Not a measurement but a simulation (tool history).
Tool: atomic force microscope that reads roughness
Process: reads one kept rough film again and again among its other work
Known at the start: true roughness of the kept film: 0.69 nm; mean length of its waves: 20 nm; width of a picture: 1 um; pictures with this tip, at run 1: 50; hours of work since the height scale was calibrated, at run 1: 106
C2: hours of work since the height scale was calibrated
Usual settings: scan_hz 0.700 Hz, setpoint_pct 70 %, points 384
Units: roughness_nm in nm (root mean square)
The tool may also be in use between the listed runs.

{"run": 1, "hour": 0.0, "scan_hz": 0.7, "setpoint_pct": 70, "points": 384, "pictures with this tip": 50, "C2": 106, "roughness_nm": 0.571}
{"run": 2, "hour": 8.6, "scan_hz": 0.7, "setpoint_pct": 70, "points": 384, "pictures with this tip": 62, "C2": 110, "roughness_nm": 0.546}
{"run": 3, "hour": 13.6, "scan_hz": 0.7, "setpoint_pct": 70, "points": 384, "pictures with this tip": 68, "C2": 112, "roughness_nm": 0.55}
{"hour": 14.7, "done": "new tip fitted"}
{"run": 4, "hour": 21.9, "scan_hz": 0.7, "setpoint_pct": 70, "points": 384, "pictures with this tip": 9, "C2": 115, "roughness_nm": 0.604}
{"run": 5, "hour": 28.2, "scan_hz": 0.7, "setpoint_pct": 70, "points": 384, "pictures with this tip": 18, "C2": 118, "roughness_nm": 0.604}
{"run": 6, "hour": 36.5, "scan_hz": 0.7, "setpoint_pct": 70, "points": 384, "pictures with this tip": 29, "C2": 121, "roughness_nm": 0.581}
{"run": 7, "hour": 43.7, "scan_hz": 0.7, "setpoint_pct": 70, "points": 384, "pictures with this tip": 38, "C2": 124, "roughness_nm": 0.579}
{"run": 8, "hour": 48.3, "scan_hz": 0.7, "setpoint_pct": 70, "points": 269, "pictures with this tip": 44, "C2": 126, "roughness_nm": 0.555}
{"run": 9, "hour": 56.6, "scan_hz": 0.7, "setpoint_pct": 70, "points": 551, "pictures with this tip": 55, "C2": 129, "roughness_nm": 0.565}
{"run": 10, "hour": 61.5, "scan_hz": 0.993, "setpoint_pct": 70, "points": 384, "pictures with this tip": 61, "C2": 131, "roughness_nm": 0.536}
{"hour": 67.6, "done": "new tip fitted"}
{"run": 11, "hour": 69.7, "scan_hz": 0.7, "setpoint_pct": 70, "points": 384, "pictures with this tip": 3, "C2": 134, "roughness_nm": 0.616}
{"hour": 71.2, "done": "height scale calibrated on a step standard"}
{"run": 12, "hour": 74.9, "scan_hz": 0.7, "setpoint_pct": 70, "points": 384, "pictures with this tip": 8, "C2": 2, "roughness_nm": 0.609}
{"run": 13, "hour": 79.1, "scan_hz": 0.7, "setpoint_pct": 70, "points": 384, "pictures with this tip": 14, "C2": 3, "roughness_nm": 0.61}
{"run": 14, "hour": 85.7, "scan_hz": 2.305, "setpoint_pct": 74, "points": 263, "pictures with this tip": 22, "C2": 6, "roughness_nm": 0.528}
{"run": 15, "hour": 95.0, "scan_hz": 1.775, "setpoint_pct": 70, "points": 384, "pictures with this tip": 35, "C2": 10, "roughness_nm": 0.544}
{"run": 16, "hour": 98.8, "scan_hz": 1.775, "setpoint_pct": 70, "points": 384, "pictures with this tip": 40, "C2": 11, "roughness_nm": 0.542}
{"run": 17, "hour": 103.3, "scan_hz": 1.775, "setpoint_pct": 70, "points": 384, "pictures with this tip": 45, "C2": 13, "roughness_nm": 0.535}
{"run": 18, "hour": 110.6, "scan_hz": 1.132, "setpoint_pct": 70, "points": 286, "pictures with this tip": 55, "C2": 16, "roughness_nm": 0.531}
{"hour": 118.2, "done": "height scale calibrated on a step standard, once more"}
{"run": 19, "hour": 120.4, "scan_hz": 1.132, "setpoint_pct": 70, "points": 286, "pictures with this tip": 67, "C2": 1, "roughness_nm": 0.518}
{"hour": 122.5, "done": "new tip fitted"}
{"run": 20, "hour": 129.8, "scan_hz": 1.132, "setpoint_pct": 70, "points": 286, "pictures with this tip": 9, "C2": 4, "roughness_nm": 0.59}
{"run": 21, "hour": 133.9, "scan_hz": 0.7, "setpoint_pct": 59, "points": 345, "pictures with this tip": 15, "C2": 6, "roughness_nm": 0.612}
{"run": 22, "hour": 139.3, "scan_hz": 1.14, "setpoint_pct": 83, "points": 919, "pictures with this tip": 22, "C2": 8, "roughness_nm": 0.563}
{"run": 23, "hour": 145.2, "scan_hz": 2.219, "setpoint_pct": 83, "points": 919, "pictures with this tip": 30, "C2": 11, "roughness_nm": 0.513}
{"run": 24, "hour": 150.4, "scan_hz": 0.666, "setpoint_pct": 57, "points": 504, "pictures with this tip": 36, "C2": 13, "roughness_nm": 0.594}
{"run": 25, "hour": 158.9, "scan_hz": 0.666, "setpoint_pct": 57, "points": 504, "pictures with this tip": 48, "C2": 16, "roughness_nm": 0.583}
{"run": 26, "hour": 165.4, "scan_hz": 0.666, "setpoint_pct": 57, "points": 504, "pictures with this tip": 56, "C2": 19, "roughness_nm": 0.583}

Forecast each of these 3 alternatives for the next run:
{"run": "A", "hour": 170.1, "scan_hz": 1.109, "setpoint_pct": 57, "points": 258, "pictures with this tip": 62, "C2": 21, "roughness_nm": "?"}
{"run": "B", "hour": 170.1, "scan_hz": 1.039, "setpoint_pct": 71, "points": 504, "pictures with this tip": 62, "C2": 21, "roughness_nm": "?"}
{"run": "C", "hour": 170.1, "scan_hz": 2.161, "setpoint_pct": 84, "points": 910, "pictures with this tip": 62, "C2": 21, "roughness_nm": "?"}

run=A roughness_nm=0.550
run=B roughness_nm=0.539
run=C roughness_nm=0.479
Without the tool's hidden state the same runs would have given:
run=A roughness_nm=0.625
run=B roughness_nm=0.613
run=C roughness_nm=0.544
